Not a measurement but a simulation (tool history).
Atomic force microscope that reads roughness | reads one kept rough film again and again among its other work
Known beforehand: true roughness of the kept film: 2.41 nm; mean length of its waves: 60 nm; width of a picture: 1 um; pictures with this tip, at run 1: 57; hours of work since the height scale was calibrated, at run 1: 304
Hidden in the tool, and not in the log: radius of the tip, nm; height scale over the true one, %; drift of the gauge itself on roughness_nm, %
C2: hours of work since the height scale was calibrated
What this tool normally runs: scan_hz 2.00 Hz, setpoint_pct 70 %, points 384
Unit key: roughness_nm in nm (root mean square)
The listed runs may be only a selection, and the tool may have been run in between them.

{"run": 1, "hour": 0.0, "scan_hz": 2.0, "setpoint_pct": 70, "points": 384, "pictures with this tip": 57, "C2": 304, "roughness_nm": 2.228}
{"run": 2, "hour": 7.8, "scan_hz": 2.0, "setpoint_pct": 70, "points": 384, "pictures with this tip": 67, "C2": 308, "roughness_nm": 2.223}
{"run": 3, "hour": 22.9, "scan_hz": 2.0, "setpoint_pct": 70, "points": 384, "pictures with this tip": 85, "C2": 315, "roughness_nm": 2.209}
{"run": 4, "hour": 37.2, "scan_hz": 2.0, "setpoint_pct": 59, "points": 384, "pictures with this tip": 102, "C2": 322, "roughness_nm": 2.234}
{"run": 5, "hour": 45.1, "scan_hz": 1.55, "setpoint_pct": 59, "points": 384, "pictures with this tip": 112, "C2": 326, "roughness_nm": 2.23}
{"run": 6, "hour": 59.6, "scan_hz": 0.94, "setpoint_pct": 70, "points": 384, "pictures with this tip": 129, "C2": 334, "roughness_nm": 2.222}
{"run": 7, "hour": 71.5, "scan_hz": 0.94, "setpoint_pct": 70, "points": 384, "pictures with this tip": 144, "C2": 340, "roughness_nm": 2.205}
{"run": 8, "hour": 79.5, "scan_hz": 0.94, "setpoint_pct": 70, "points": 384, "pictures with this tip": 154, "C2": 344, "roughness_nm": 2.193}
{"run": 9, "hour": 93.1, "scan_hz": 0.67, "setpoint_pct": 70, "points": 384, "pictures with this tip": 170, "C2": 350, "roughness_nm": 2.188}
{"run": 10, "hour": 103.7, "scan_hz": 0.67, "setpoint_pct": 70, "points": 384, "pictures with this tip": 183, "C2": 356, "roughness_nm": 2.178}
{"run": 11, "hour": 118.3, "scan_hz": 0.67, "setpoint_pct": 71, "points": 384, "pictures with this tip": 201, "C2": 363, "roughness_nm": 2.191}
{"hour": 120.2, "done": "height scale calibrated on a step standard"}
{"run": 12, "hour": 136.6, "scan_hz": 0.67, "setpoint_pct": 71, "points": 384, "pictures with this tip": 222, "C2": 8, "roughness_nm": 2.153}
{"run": 13, "hour": 146.0, "scan_hz": 1.59, "setpoint_pct": 83, "points": 376, "pictures with this tip": 233, "C2": 13, "roughness_nm": 2.064}
{"run": 14, "hour": 159.2, "scan_hz": 1.59, "setpoint_pct": 63, "points": 376, "pictures with this tip": 249, "C2": 19, "roughness_nm": 2.135}
{"run": 15, "hour": 171.5, "scan_hz": 0.74, "setpoint_pct": 63, "points": 376, "pictures with this tip": 264, "C2": 26, "roughness_nm": 2.148}
{"hour": 177.4, "done": "new tip fitted"}
{"run": 16, "hour": 182.9, "scan_hz": 0.74, "setpoint_pct": 63, "points": 376, "pictures with this tip": 7, "C2": 31, "roughness_nm": 2.325}
{"run": 17, "hour": 199.3, "scan_hz": 0.9, "setpoint_pct": 87, "points": 440, "pictures with this tip": 27, "C2": 39, "roughness_nm": 2.255}

For run 18, what comes out?
{"hour": 209.9, "done": "height scale calibrated on a step standard, once more"}
{"run": 18, "hour": 209.9, "scan_hz": 0.62, "setpoint_pct": 70, "points": 367, "pictures with this tip": 39, "C2": 0, "roughness_nm": "?"}

{"run 18": {"roughness_nm": 2.273}}
Had the tool carried no hidden state, the very same run would have given roughness_nm 2.305 nm (root mean square).

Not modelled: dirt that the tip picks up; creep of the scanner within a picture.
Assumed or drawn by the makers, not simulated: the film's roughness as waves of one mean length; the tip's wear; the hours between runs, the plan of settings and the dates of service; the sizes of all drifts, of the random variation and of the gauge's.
